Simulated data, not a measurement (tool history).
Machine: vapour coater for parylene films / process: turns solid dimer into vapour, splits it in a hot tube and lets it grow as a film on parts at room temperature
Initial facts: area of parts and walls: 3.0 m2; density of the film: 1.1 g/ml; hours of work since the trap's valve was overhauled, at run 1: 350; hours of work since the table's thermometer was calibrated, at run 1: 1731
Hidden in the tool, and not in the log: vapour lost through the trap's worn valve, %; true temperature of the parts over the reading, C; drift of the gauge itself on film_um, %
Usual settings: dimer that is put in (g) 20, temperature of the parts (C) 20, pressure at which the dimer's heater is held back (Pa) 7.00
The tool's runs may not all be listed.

run	hour	dimer that is put in (g)	temperature of the parts (C)	pressure at which the dimer's heater is held back (Pa)	hours of work since the trap's valve was overhauled	hours of work since the table's thermometer was calibrated	thickness of the film (µm)
1	0.0	20	20	7.00	350	1731	2.85
2	54.8	20	20	3.19	399	1780	3.00
3	88.3	20	20	3.19	429	1810	2.98
# hour 114.0: trap's valve overhauled
4	125.4	20	20	3.19	10	1839	3.18
# hour 134.2: table's thermometer calibrated
5	152.7	12	20	7.00	34	16	1.91
6	193.7	12	20	7.00	70	53	1.90
7	219.5	12	20	7.00	93	76	1.90
8	276.5	12	20	7.00	144	126	1.94
9	329.4	11	20	7.00	191	173	1.74
10	381.6	11	20	7.00	237	220	1.66
11	443.7	11	20	7.00	292	275	1.63
12	476.4	11	20	7.00	321	304	1.64
13	508.6	20	20	4.31	350	333	3.05
14	536.4	20	20	5.40	375	358	3.00
15	590.0	20	20	5.40	422	405	2.93
# hour 619.2: trap's valve overhauled
16	625.5	36	26	2.20	6	433	4.99
17	660.6	36	26	2.20	37	464	4.97
18	689.9	31	20	6.04	63	490	5.00
19	718.7	31	20	6.04	88	516	5.03
20	752.2	31	20	6.04	118	546	4.91
21	791.8	10	16	4.85	153	581	1.90

For some of the steps in thickness of the film (µm) from one run to the next: how much would appear even if the tool had no hidden state, given the settings, what came in and random variation, and how much remains for the hidden state plus any gauge scatter that the measured result and the result without hidden state don't share?
Run 3 -> 4: trap's valve overhauled. thickness of the film (µm) +0.20: hidden state +0.32, all else -0.12.
Run 15 -> 16: dimer that is put in (g) 20 -> 36, temperature of the parts (C) 20 -> 26, pressure at which the dimer's heater is held back (Pa) 5.40 -> 2.20, trap's valve overhauled. thickness of the film (µm) +2.06: hidden state +0.36, all else +1.70.
Run 20 -> 21: dimer that is put in (g) 31 -> 10, temperature of the parts (C) 20 -> 16, pressure at which the dimer's heater is held back (Pa) 6.04 -> 4.85. thickness of the film (µm) -3.01: hidden state +0.12, all else -3.13.

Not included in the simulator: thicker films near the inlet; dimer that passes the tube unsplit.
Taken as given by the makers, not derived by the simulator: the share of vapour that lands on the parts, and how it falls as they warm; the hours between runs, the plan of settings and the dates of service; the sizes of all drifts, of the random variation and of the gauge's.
